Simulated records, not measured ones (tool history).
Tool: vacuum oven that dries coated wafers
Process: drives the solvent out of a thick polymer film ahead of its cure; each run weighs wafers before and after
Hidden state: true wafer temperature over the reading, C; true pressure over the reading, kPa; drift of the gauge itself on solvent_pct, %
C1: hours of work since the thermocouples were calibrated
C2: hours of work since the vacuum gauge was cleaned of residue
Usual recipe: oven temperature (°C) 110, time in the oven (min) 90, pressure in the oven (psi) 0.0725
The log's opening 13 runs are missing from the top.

{"run": 14, "hour": 331.8, "oven temperature (°C)": 110, "time in the oven (min)": 90, "pressure in the oven (psi)": 0.2503, "C1": 998, "C2": 119, "solvent left in the film (%)": 2.35}
{"run": 15, "hour": 355.4, "oven temperature (°C)": 110, "time in the oven (min)": 90, "pressure in the oven (psi)": 0.2503, "C1": 1014, "C2": 135, "solvent left in the film (%)": 2.33}
{"run": 16, "hour": 373.2, "oven temperature (°C)": 110, "time in the oven (min)": 90, "pressure in the oven (psi)": 0.2038, "C1": 1026, "C2": 147, "solvent left in the film (%)": 2.24}
{"run": 17, "hour": 402.7, "oven temperature (°C)": 110, "time in the oven (min)": 90, "pressure in the oven (psi)": 0.0725, "C1": 1046, "C2": 167, "solvent left in the film (%)": 2.05}
{"run": 18, "hour": 416.8, "oven temperature (°C)": 110, "time in the oven (min)": 90, "pressure in the oven (psi)": 0.0725, "C1": 1055, "C2": 176, "solvent left in the film (%)": 2.09}
{"run": 19, "hour": 436.7, "oven temperature (°C)": 110, "time in the oven (min)": 90, "pressure in the oven (psi)": 0.0725, "C1": 1069, "C2": 190, "solvent left in the film (%)": 2.13}
{"run": 20, "hour": 452.6, "oven temperature (°C)": 106, "time in the oven (min)": 49, "pressure in the oven (psi)": 0.0725, "C1": 1079, "C2": 201, "solvent left in the film (%)": 5.97}
{"run": 21, "hour": 468.0, "oven temperature (°C)": 106, "time in the oven (min)": 49, "pressure in the oven (psi)": 0.0725, "C1": 1090, "C2": 211, "solvent left in the film (%)": 5.7}
{"run": 22, "hour": 494.3, "oven temperature (°C)": 110, "time in the oven (min)": 124, "pressure in the oven (psi)": 0.0725, "C1": 1108, "C2": 229, "solvent left in the film (%)": 1.11}
{"run": 23, "hour": 514.4, "oven temperature (°C)": 110, "time in the oven (min)": 47, "pressure in the oven (psi)": 0.0661, "C1": 1121, "C2": 242, "solvent left in the film (%)": 4.97}
{"run": 24, "hour": 529.6, "oven temperature (°C)": 108, "time in the oven (min)": 92, "pressure in the oven (psi)": 0.0512, "C1": 1131, "C2": 253, "solvent left in the film (%)": 2.41}
{"run": 25, "hour": 561.1, "oven temperature (°C)": 111, "time in the oven (min)": 90, "pressure in the oven (psi)": 0.0679, "C1": 1153, "C2": 274, "solvent left in the film (%)": 1.74}
{"run": 26, "hour": 588.1, "oven temperature (°C)": 110, "time in the oven (min)": 137, "pressure in the oven (psi)": 0.1897, "C1": 1171, "C2": 292, "solvent left in the film (%)": 1}
{"run": 27, "hour": 602.9, "oven temperature (°C)": 99, "time in the oven (min)": 152, "pressure in the oven (psi)": 0.0425, "C1": 1181, "C2": 302, "solvent left in the film (%)": 2.6}
{"run": 28, "hour": 617.5, "oven temperature (°C)": 99, "time in the oven (min)": 152, "pressure in the oven (psi)": 0.0425, "C1": 1191, "C2": 312, "solvent left in the film (%)": 2.55}
{"run": 29, "hour": 646.3, "oven temperature (°C)": 99, "time in the oven (min)": 152, "pressure in the oven (psi)": 0.0425, "C1": 1210, "C2": 332, "solvent left in the film (%)": 2.55}
{"run": 30, "hour": 660.8, "oven temperature (°C)": 105, "time in the oven (min)": 69, "pressure in the oven (psi)": 0.0725, "C1": 1220, "C2": 342, "solvent left in the film (%)": 4.55}
{"run": 31, "hour": 680.0, "oven temperature (°C)": 112, "time in the oven (min)": 129, "pressure in the oven (psi)": 0.0725, "C1": 1233, "C2": 354, "solvent left in the film (%)": 0.75}
{"run": 32, "hour": 701.8, "oven temperature (°C)": 125, "time in the oven (min)": 80, "pressure in the oven (psi)": 0.2163, "C1": 1248, "C2": 369, "solvent left in the film (%)": 0.44}
{"run": 33, "hour": 722.8, "oven temperature (°C)": 123, "time in the oven (min)": 135, "pressure in the oven (psi)": 0.078, "C1": 1262, "C2": 383, "solvent left in the film (%)": 0.18}
{"run": 34, "hour": 743.9, "oven temperature (°C)": 123, "time in the oven (min)": 135, "pressure in the oven (psi)": 0.078, "C1": 1277, "C2": 398, "solvent left in the film (%)": 0.13}
{"run": 35, "hour": 772.5, "oven temperature (°C)": 122, "time in the oven (min)": 57, "pressure in the oven (psi)": 0.0725, "C1": 1296, "C2": 417, "solvent left in the film (%)": 1.26}
{"run": 36, "hour": 793.1, "oven temperature (°C)": 122, "time in the oven (min)": 57, "pressure in the oven (psi)": 0.0725, "C1": 1310, "C2": 431, "solvent left in the film (%)": 1.19}
{"run": 37, "hour": 821.9, "oven temperature (°C)": 97, "time in the oven (min)": 90, "pressure in the oven (psi)": 0.0965, "C1": 1329, "C2": 451, "solvent left in the film (%)": 5.56}

What if the next run were any one of these 4? Each begins from the tool's condition after run 37:
{"run": "A", "hour": 839.0, "oven temperature (°C)": 97, "time in the oven (min)": 105, "pressure in the oven (psi)": 0.0965, "C1": 1341, "C2": 462, "solvent left in the film (%)": "?"}
{"run": "B", "hour": 839.0, "oven temperature (°C)": 110, "time in the oven (min)": 65, "pressure in the oven (psi)": 0.0725, "C1": 1341, "C2": 462, "solvent left in the film (%)": "?"}
{"run": "C", "hour": 839.0, "oven temperature (°C)": 110, "time in the oven (min)": 93, "pressure in the oven (psi)": 0.0725, "C1": 1341, "C2": 462, "solvent left in the film (%)": "?"}
{"run": "D", "hour": 839.0, "oven temperature (°C)": 113, "time in the oven (min)": 117, "pressure in the oven (psi)": 0.038, "C1": 1341, "C2": 462, "solvent left in the film (%)": "?"}

run=A solvent_left_in_the_film_(%)=4.78
run=B solvent_left_in_the_film_(%)=3.17
run=C solvent_left_in_the_film_(%)=1.84
run=D solvent_left_in_the_film_(%)=0.69
Take away the tool's hidden state, keep each run's random variation, and the runs would have read:
run=A solvent_left_in_the_film_(%)=5.58
run=B solvent_left_in_the_film_(%)=3.89
run=C solvent_left_in_the_film_(%)=2.42
run=D solvent_left_in_the_film_(%)=1
